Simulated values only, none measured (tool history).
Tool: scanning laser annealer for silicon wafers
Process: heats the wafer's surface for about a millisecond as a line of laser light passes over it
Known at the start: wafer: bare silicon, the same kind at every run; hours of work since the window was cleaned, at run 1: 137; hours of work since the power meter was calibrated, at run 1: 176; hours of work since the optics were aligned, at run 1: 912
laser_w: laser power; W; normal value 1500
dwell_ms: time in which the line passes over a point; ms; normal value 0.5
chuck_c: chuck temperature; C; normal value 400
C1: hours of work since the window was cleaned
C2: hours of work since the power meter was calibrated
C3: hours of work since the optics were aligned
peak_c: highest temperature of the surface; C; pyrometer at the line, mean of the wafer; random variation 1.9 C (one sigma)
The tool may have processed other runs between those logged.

Run 1, hour 0: usual settings; C1 137; C2 176; C3 912. Result: peak_c 1222 C.
Run 2, hour 18.2: usual settings but chuck_c 424 C; C1 146; C2 184; C3 921. Result: peak_c 1244 C.
Run 3, hour 35.8: usual settings but chuck_c 424 C; C1 154; C2 192; C3 929. Result: peak_c 1243 C.
Run 4, hour 45.4: usual settings but chuck_c 424 C; C1 158; C2 196; C3 933. Result: peak_c 1243 C.
Run 5, hour 61.9: usual settings but chuck_c 424 C; C1 166; C2 204; C3 941. Result: peak_c 1243 C.
Run 6, hour 82: usual settings but chuck_c 424 C; C1 175; C2 213; C3 950. Result: peak_c 1241 C.
Run 7, hour 94: usual settings but chuck_c 424 C; C1 181; C2 219; C3 956. Result: peak_c 1241 C.
Run 8, hour 112.7: usual settings but chuck_c 390 C; C1 189; C2 227; C3 964. Result: peak_c 1210 C.
Run 9, hour 121.7: usual settings but chuck_c 390 C; C1 193; C2 232; C3 968. Result: peak_c 1208 C.
Run 10, hour 134.8: usual settings but chuck_c 403 C; C1 199; C2 238; C3 974. Result: peak_c 1219 C.
Run 11, hour 152.8: usual settings but dwell_ms 0.36 ms; C1 208; C2 246; C3 983. Result: peak_c 1080 C.
Run 12, hour 171.9: usual settings but dwell_ms 0.36 ms; C1 216; C2 255; C3 991. Result: peak_c 1079 C.
Run 13, hour 187.9: usual settings but dwell_ms 0.36 ms; C1 224; C2 262; C3 999. Result: peak_c 1078 C.
Run 14, hour 201.4: usual settings but dwell_ms 0.36 ms; C1 230; C2 268; C3 1005. Result: peak_c 1081 C.
Run 15, hour 215.5: usual settings; C1 236; C2 275; C3 1011. Result: peak_c 1214 C.
Run 16, hour 229.9: usual settings; C1 243; C2 281; C3 1018. Result: peak_c 1215 C.
Run 17, hour 238.7: usual settings; C1 247; C2 285; C3 1022. Result: peak_c 1213 C.
Run 18, hour 255.6: usual settings; C1 255; C2 293; C3 1030. Result: peak_c 1217 C.
Run 19, hour 275.4: usual settings; C1 264; C2 302; C3 1039. Result: peak_c 1211 C.
Run 20, hour 293.2: usual settings; C1 272; C2 310; C3 1047. Result: peak_c 1212 C.
Run 21, hour 309.1: usual settings; C1 279; C2 318; C3 1054. Result: peak_c 1212 C.
Run 22, hour 323.4: usual settings; C1 286; C2 324; C3 1061. Result: peak_c 1210 C.
Run 23, hour 335.6: usual settings but dwell_ms 0.386 ms, chuck_c 361 C; C1 291; C2 330; C3 1066. Result: peak_c 1063 C.
Run 24, hour 355.7: usual settings but laser_w 1406 W, dwell_ms 0.554 ms, chuck_c 421 C; C1 301; C2 339; C3 1076. Result: peak_c 1220 C.
Run 25, hour 364.5: usual settings but dwell_ms 0.428 ms, chuck_c 385 C; C1 305; C2 343; C3 1080. Result: peak_c 1130 C.
Run 26, hour 377.5: usual settings but laser_w 1372 W, dwell_ms 0.381 ms, chuck_c 418 C; C1 311; C2 349; C3 1086. Result: peak_c 1048 C.
Run 27, hour 398: usual settings but laser_w 1334 W, dwell_ms 0.455 ms, chuck_c 371 C; C1 320; C2 358; C3 1095. Result: peak_c 1044 C.
Run 28, hour 412.3: usual settings but laser_w 1317 W, dwell_ms 0.438 ms, chuck_c 438 C; C1 327; C2 365; C3 1102. Result: peak_c 1090 C.
Run 29, hour 428.2: usual settings but laser_w 1317 W, dwell_ms 0.438 ms, chuck_c 438 C; C1 334; C2 372; C3 1109. Result: peak_c 1088 C.
Run 30, hour 446.2: usual settings but laser_w 1357 W; C1 342; C2 380; C3 1117. Result: peak_c 1123 C.
Run 31, hour 460.8: usual settings but laser_w 1487 W, dwell_ms 0.504 ms, chuck_c 360 C; C1 349; C2 387; C3 1124. Result: peak_c 1165 C.
Run 32, hour 472.5: usual settings but laser_w 1553 W, dwell_ms 0.362 ms, chuck_c 432 C; C1 354; C2 392; C3 1129. Result: peak_c 1135 C.
Run 33, hour 488.2: usual settings but laser_w 1623 W, dwell_ms 0.447 ms, chuck_c 361 C; C1 361; C2 400; C3 1136. Result: peak_c 1188 C.
Run 34, hour 503.9: usual settings but laser_w 1356 W, dwell_ms 0.387 ms, chuck_c 384 C; C1 369; C2 407; C3 1144. Result: peak_c 1013 C.
Run 35, hour 512.8: usual settings but laser_w 1373 W, dwell_ms 0.419 ms, chuck_c 384 C; C1 373; C2 411; C3 1148. Result: peak_c 1044 C.
Run 36, hour 525.6: usual settings but laser_w 1373 W, dwell_ms 0.419 ms, chuck_c 384 C; C1 379; C2 417; C3 1154. Result: peak_c 1048 C.
Run 37, hour 543.2: usual settings but laser_w 1645 W, dwell_ms 0.551 ms, chuck_c 363 C; C1 387; C2 425; C3 1162. Result: peak_c 1302 C.
Run 38, hour 563.4: usual settings but laser_w 1645 W, dwell_ms 0.551 ms, chuck_c 363 C; C1 396; C2 434; C3 1171. Result: peak_c 1304 C.
Run 39, hour 576.9: usual settings but laser_w 1598 W, dwell_ms 0.452 ms, chuck_c 399 C; C1 402; C2 440; C3 1177. Result: peak_c 1213 C.
Run 40, hour 591.8: usual settings but laser_w 1598 W, dwell_ms 0.452 ms, chuck_c 399 C; C1 409; C2 447; C3 1184. Result: peak_c 1213 C.
Run 41, hour 607.5: usual settings but laser_w 1439 W, dwell_ms 0.443 ms; C1 416; C2 454; C3 1191. Result: peak_c 1117 C.

Some steps in peak_c between neighbouring runs. How much of each would the tool show without its hidden state too (settings, what came in, random variation), and how much is left for the hidden state, with any gauge scatter that isn't in both results?
Hidden state at play: light that passes the window, % of a clean one's; laser's true power over the reading, %; width of the line over the set one, %; drift of the gauge itself on peak_c, C.
Run 14 -> 15: dwell_ms 0.36 -> 0.5. peak_c +133 C: hidden state -5, all else +138.
Run 23 -> 24: laser_w 1500 -> 1406, dwell_ms 0.386 -> 0.554, chuck_c 361 -> 421. peak_c +157 C: hidden state -3, all else +160.
Run 33 -> 34: laser_w 1623 -> 1356, dwell_ms 0.447 -> 0.387, chuck_c 361 -> 384. peak_c -175 C: hidden state +6, all else -181.
Run 36 -> 37: laser_w 1373 -> 1645, dwell_ms 0.419 -> 0.551, chuck_c 384 -> 363. peak_c +254 C: hidden state -11, all else +265.

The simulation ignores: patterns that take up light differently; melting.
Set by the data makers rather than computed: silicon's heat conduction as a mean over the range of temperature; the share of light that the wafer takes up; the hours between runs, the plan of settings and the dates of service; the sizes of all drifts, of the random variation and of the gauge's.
